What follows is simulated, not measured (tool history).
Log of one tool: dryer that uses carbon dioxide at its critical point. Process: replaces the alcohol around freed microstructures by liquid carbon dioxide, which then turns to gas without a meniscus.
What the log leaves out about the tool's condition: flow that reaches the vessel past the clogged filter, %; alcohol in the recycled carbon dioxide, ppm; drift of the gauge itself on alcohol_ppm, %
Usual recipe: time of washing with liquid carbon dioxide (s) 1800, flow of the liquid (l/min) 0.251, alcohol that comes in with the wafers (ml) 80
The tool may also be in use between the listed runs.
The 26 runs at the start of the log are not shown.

run    hour  time of washing with liquid carbon dioxide (s)  flow of the liquid (l/min)  alcohol that comes in with the wafers (ml)  hours of work since the filter was changed  hours of work since the purifier's bed was changed  alcohol left in the vessel before it's heated (ppm by volume)
 27   675.1                                            1440                       0.153                                          24                                          80                                                  32                                                           1468
 28   698.9                                            1440                       0.153                                          24                                          95                                                  47                                                           1468
 29   726.8                                            1680                       0.361                                          38                                         112                                                  64                                                             17
 30   744.1                                            2040                       0.251                                          80                                         123                                                  75                                                            127
 31   780.9                                            2700                        0.33                                          96                                         146                                                  98                                                              8
 32   801.9                                            2520                       0.231                                         104                                         159                                                 111                                                             78
 33     830                                            1740                       0.377                                          30                                         176                                                 128                                                             18
 34   846.2                                            1740                       0.377                                          30                                         186                                                 138                                                             14
 35   870.1                                            1740                       0.377                                          30                                         201                                                 153                                                             20
 36   888.8                                            2760                       0.325                                          40                                         212                                                 164                                                             12
 37   921.3                                            2520                       0.364                                          28                                         233                                                 184                                                             13
 38   945.9                                            1380                       0.364                                         104                                         248                                                 200                                                            221
 39   970.4                                            1560                       0.227                                          77                                         263                                                 215                                                           1005
 40   989.8                                            2040                       0.421                                          54                                         275                                                 227                                                             11
 41  1014.1                                            2040                       0.251                                          47                                         290                                                 242                                                            100
 42  1044.4                                            2040                       0.336                                          47                                         309                                                 261                                                             23
 43  1080.3                                            2160                       0.251                                          33                                         331                                                 283                                                             53
 44  1113.2                                            1620                       0.251                                         116                                         351                                                 303                                                            798
 45  1149.3                                            1740                       0.168                                          22                                         374                                                 326                                                            643
 46  1166.6                                            2520                       0.387                                          80                                         385                                                 336                                                             21

Here are 3 independent what-if runs from the current tool condition. What would each one return?
  A  1189.8                                            1320                       0.229                                          80                                         399                                                 351                                                              ?
  B  1189.8                                            2580                       0.202                                          80                                         399                                                 351                                                              ?
  C  1189.8                                            1440                       0.388                                          67                                         399                                                 351                                                              ?

run  alcohol left in the vessel before it's heated (ppm by volume)
  A                                                           2018
  B                                                            164
  C                                                            102
The same runs, with their run-to-run variation unchanged, on a tool lacking any hidden condition would have given:
run  alcohol left in the vessel before it's heated (ppm by volume)
  A                                                           1608
  B                                                            106
  C                                                             63
